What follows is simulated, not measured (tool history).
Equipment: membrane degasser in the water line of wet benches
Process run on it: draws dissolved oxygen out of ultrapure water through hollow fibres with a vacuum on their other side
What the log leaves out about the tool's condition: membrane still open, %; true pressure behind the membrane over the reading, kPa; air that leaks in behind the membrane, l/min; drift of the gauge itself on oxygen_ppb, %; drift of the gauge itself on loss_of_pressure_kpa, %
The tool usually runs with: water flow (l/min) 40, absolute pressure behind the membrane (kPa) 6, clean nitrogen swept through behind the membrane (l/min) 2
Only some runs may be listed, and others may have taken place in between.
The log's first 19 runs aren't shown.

run,day,water flow (l/min),absolute pressure behind the membrane (kPa),clean nitrogen swept through behind the membrane (l/min),hours since the membrane was changed,hours since the vacuum gauge was calibrated,hours since the vacuum lines were made tight,dissolved oxygen in the water behind the degasser (ppb),pressure that the water loses in the fibres (kPa)
20,64.117,43,10.05,5.12,4532,1943,4663,141.5,36.96
21,67.775,43,10.05,5.12,4620,2031,4751,140.4,36.96
22,70.933,62,8.99,1.29,4696,2107,4827,549.2,53.04
23,74.229,40,6,4.64,4775,2186,4906,61.7,34.09
24,77.842,38,7.96,1.55,4862,2273,4992,250.3,32.47
25,81.371,38,7.96,3.19,4946,2357,5077,134.8,32.51
# day 84.479: seals of the vacuum lines changed
26,84.908,38,7.96,3.19,5029,2440,10,135.9,32.33
27,88.754,38,3.83,4.85,5121,2533,103,15.8,32.09
28,92.238,28,4.21,1.3,5205,2616,186,48.3,23.78
29,94.454,28,4.21,1.3,5258,2669,239,49,23.68
30,96.304,28,4.21,1.3,5303,2714,284,47.3,23.63
31,99.029,36,10.23,4.66,5368,2779,349,128.8,30.54
# day 100.267: gauge calibrated
32,103.271,36,10.23,4.66,5470,2881,451,131.8,31.29

Consider 4 possible next runs. They are alternatives, not a sequence: every one starts from the tool as it was left by run 32. What does each give?
A,106.042,40,5.08,2.13,5536,2948,518,?,?
B,106.042,45,7.2,1.91,5536,2948,518,?,?
C,106.042,52,9.72,1.1,5536,2948,518,?,?
D,106.042,34,5.43,0.96,5536,2948,518,?,?

run,dissolved oxygen in the water behind the degasser (ppb),pressure that the water loses in the fibres (kPa)
A,83,34.85
B,212.5,39.29
C,590,45.23
D,161.7,29.49
The same runs, with their run-to-run variation unchanged, on a tool lacking any hidden condition would have given:
run,dissolved oxygen in the water behind the degasser (ppb),pressure that the water loses in the fibres (kPa)
A,82.9,34.87
B,212.4,39.31
C,589.9,45.26
D,161.6,29.51
